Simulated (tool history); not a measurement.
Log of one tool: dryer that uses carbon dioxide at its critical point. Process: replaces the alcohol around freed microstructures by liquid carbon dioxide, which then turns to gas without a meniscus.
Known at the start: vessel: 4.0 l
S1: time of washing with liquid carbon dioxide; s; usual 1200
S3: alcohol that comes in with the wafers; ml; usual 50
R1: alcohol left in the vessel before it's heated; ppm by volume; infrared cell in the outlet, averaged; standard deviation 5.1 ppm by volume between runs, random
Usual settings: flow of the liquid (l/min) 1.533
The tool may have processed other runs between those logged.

{"run": 1, "hour": 0.0, "S1": 1200, "flow of the liquid (l/min)": 1.533, "S3": 50, "R1": 172}
{"run": 2, "hour": 23.7, "S1": 1200, "flow of the liquid (l/min)": 1.533, "S3": 50, "R1": 181}
{"run": 3, "hour": 45.3, "S1": 1200, "flow of the liquid (l/min)": 1.533, "S3": 50, "R1": 187}
{"run": 4, "hour": 82.1, "S1": 1200, "flow of the liquid (l/min)": 1.533, "S3": 23, "R1": 155}
{"run": 5, "hour": 110.7, "S1": 1200, "flow of the liquid (l/min)": 1.533, "S3": 23, "R1": 159}
{"run": 6, "hour": 127.4, "S1": 1200, "flow of the liquid (l/min)": 1.11, "S3": 50, "R1": 435}
{"run": 7, "hour": 148.7, "S1": 1200, "flow of the liquid (l/min)": 1.11, "S3": 50, "R1": 458}
{"run": 8, "hour": 179.3, "S1": 1200, "flow of the liquid (l/min)": 1.11, "S3": 50, "R1": 456}
{"run": 9, "hour": 205.8, "S1": 1200, "flow of the liquid (l/min)": 1.11, "S3": 50, "R1": 453}
{"hour": 216.1, "done": "inlet filter changed"}
{"run": 10, "hour": 237.5, "S1": 1020, "flow of the liquid (l/min)": 1.533, "S3": 50, "R1": 242}
{"run": 11, "hour": 273.6, "S1": 1020, "flow of the liquid (l/min)": 1.533, "S3": 50, "R1": 229}
{"run": 12, "hour": 292.0, "S1": 1020, "flow of the liquid (l/min)": 1.533, "S3": 50, "R1": 236}
{"run": 13, "hour": 320.2, "S1": 840, "flow of the liquid (l/min)": 1.533, "S3": 50, "R1": 393}
{"run": 14, "hour": 347.3, "S1": 1620, "flow of the liquid (l/min)": 2.07, "S3": 50, "R1": 130}
{"run": 15, "hour": 371.7, "S1": 960, "flow of the liquid (l/min)": 1.4, "S3": 36, "R1": 311}
{"run": 16, "hour": 412.1, "S1": 1860, "flow of the liquid (l/min)": 2.39, "S3": 50, "R1": 134}
{"run": 17, "hour": 439.5, "S1": 1860, "flow of the liquid (l/min)": 1.96, "S3": 69, "R1": 143}
{"run": 18, "hour": 472.7, "S1": 1860, "flow of the liquid (l/min)": 1.25, "S3": 23, "R1": 146}
{"run": 19, "hour": 492.9, "S1": 1860, "flow of the liquid (l/min)": 1.25, "S3": 23, "R1": 152}
{"run": 20, "hour": 532.0, "S1": 1200, "flow of the liquid (l/min)": 1.39, "S3": 50, "R1": 250}
{"run": 21, "hour": 550.7, "S1": 840, "flow of the liquid (l/min)": 1.18, "S3": 37, "R1": 642}
{"run": 22, "hour": 582.6, "S1": 840, "flow of the liquid (l/min)": 1.18, "S3": 37, "R1": 695}
{"run": 23, "hour": 620.3, "S1": 840, "flow of the liquid (l/min)": 1.23, "S3": 30, "R1": 530}

4 options for the next run, each taken on its own from the tool as it stands now. Forecast them:
{"run": "A", "hour": 637.2, "S1": 840, "flow of the liquid (l/min)": 1.23, "S3": 39, "R1": "?"}
{"run": "B", "hour": 637.2, "S1": 840, "flow of the liquid (l/min)": 1.23, "S3": 38, "R1": "?"}
{"run": "C", "hour": 637.2, "S1": 960, "flow of the liquid (l/min)": 0.92, "S3": 50, "R1": "?"}
{"run": "D", "hour": 637.2, "S1": 1320, "flow of the liquid (l/min)": 0.99, "S3": 50, "R1": "?"}

run=A R1=629
run=B R1=629
run=C R1=1190
run=D R1=468
With the hidden condition removed and each run's random variation left untouched, the same runs would have given:
run=A R1=456
run=B R1=454
run=C R1=993
run=D R1=294

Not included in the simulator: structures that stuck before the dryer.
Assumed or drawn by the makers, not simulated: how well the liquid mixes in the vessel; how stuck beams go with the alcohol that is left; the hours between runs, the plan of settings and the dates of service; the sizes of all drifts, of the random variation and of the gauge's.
